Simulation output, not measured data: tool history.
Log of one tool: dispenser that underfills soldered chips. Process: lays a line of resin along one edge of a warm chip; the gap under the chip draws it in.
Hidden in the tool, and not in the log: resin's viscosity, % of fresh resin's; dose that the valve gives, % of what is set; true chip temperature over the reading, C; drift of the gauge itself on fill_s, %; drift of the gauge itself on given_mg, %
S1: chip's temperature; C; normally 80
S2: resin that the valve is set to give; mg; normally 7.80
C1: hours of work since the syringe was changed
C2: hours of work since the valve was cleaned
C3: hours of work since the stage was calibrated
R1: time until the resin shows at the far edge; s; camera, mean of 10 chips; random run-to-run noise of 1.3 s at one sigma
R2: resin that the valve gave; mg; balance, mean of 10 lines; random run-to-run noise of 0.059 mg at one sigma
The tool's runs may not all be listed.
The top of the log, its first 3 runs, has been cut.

run	hour	S1	S2	C1	C2	C3	R1	R2
4	33.0	93	7.80	6	73	437	117.6	7.52
# hour 35.0: new syringe of resin
5	43.8	69	7.80	6	81	444	299.9	7.48
# hour 46.2: new syringe of resin
6	53.5	69	7.80	5	87	451	283.0	7.45
# hour 57.6: new syringe of resin
7	67.6	80	7.41	7	97	460	204.6	7.08
# hour 68.8: new syringe of resin
# hour 80.5: new syringe of resin
8	82.3	80	7.41	1	107	470	149.7	7.09
# hour 91.4: new syringe of resin
9	96.2	80	10.01	3	116	480	161.8	9.45
# hour 103.7: new syringe of resin
10	105.9	80	10.01	2	123	486	143.4	9.47
11	112.7	93	7.80	6	128	491	116.8	7.27
# hour 115.6: new syringe of resin
12	125.1	76	7.80	7	136	500	228.3	7.33
# hour 126.5: new syringe of resin
# hour 138.5: new syringe of resin
13	140.4	76	7.80	1	147	510	171.5	7.27
# hour 145.4: dispensing valve cleaned and set on the balance
# hour 151.4: new syringe of resin
14	155.2	76	7.80	3	7	519	180.0	7.78
# hour 162.8: new syringe of resin
15	163.5	76	7.80	0	12	525	166.2	7.71
# hour 173.8: new syringe of resin
16	173.8	76	7.80	0	19	532	154.8	7.67
# hour 184.8: new syringe of resin
17	188.8	76	7.80	3	30	542	189.8	7.71
# hour 195.9: new syringe of resin
18	200.3	76	7.80	3	37	550	190.0	7.78
# hour 207.1: new syringe of resin
19	214.2	87	9.34	5	47	560	133.8	9.13
# hour 218.6: new syringe of resin
# hour 230.0: new syringe of resin
20	230.2	66	8.23	0	58	570	244.9	7.95
# hour 240.9: new syringe of resin
21	241.7	66	8.23	1	65	578	248.7	7.97
# hour 251.9: new syringe of resin
22	255.2	66	8.23	2	75	587	277.9	7.87
# hour 263.3: new syringe of resin
23	269.7	69	6.68	4	85	597	287.4	6.26

What does the tool deliver on the next run?
# hour 274.2: new syringe of resin
24	278.3	70	8.25	3	90	603	?	?

{"run 24": {"R1": 243.3, "R2": 7.95}}
On a tool with no hidden condition, and with the same random variation, this run would have come out at R1 182.0 s, R2 8.32 mg.

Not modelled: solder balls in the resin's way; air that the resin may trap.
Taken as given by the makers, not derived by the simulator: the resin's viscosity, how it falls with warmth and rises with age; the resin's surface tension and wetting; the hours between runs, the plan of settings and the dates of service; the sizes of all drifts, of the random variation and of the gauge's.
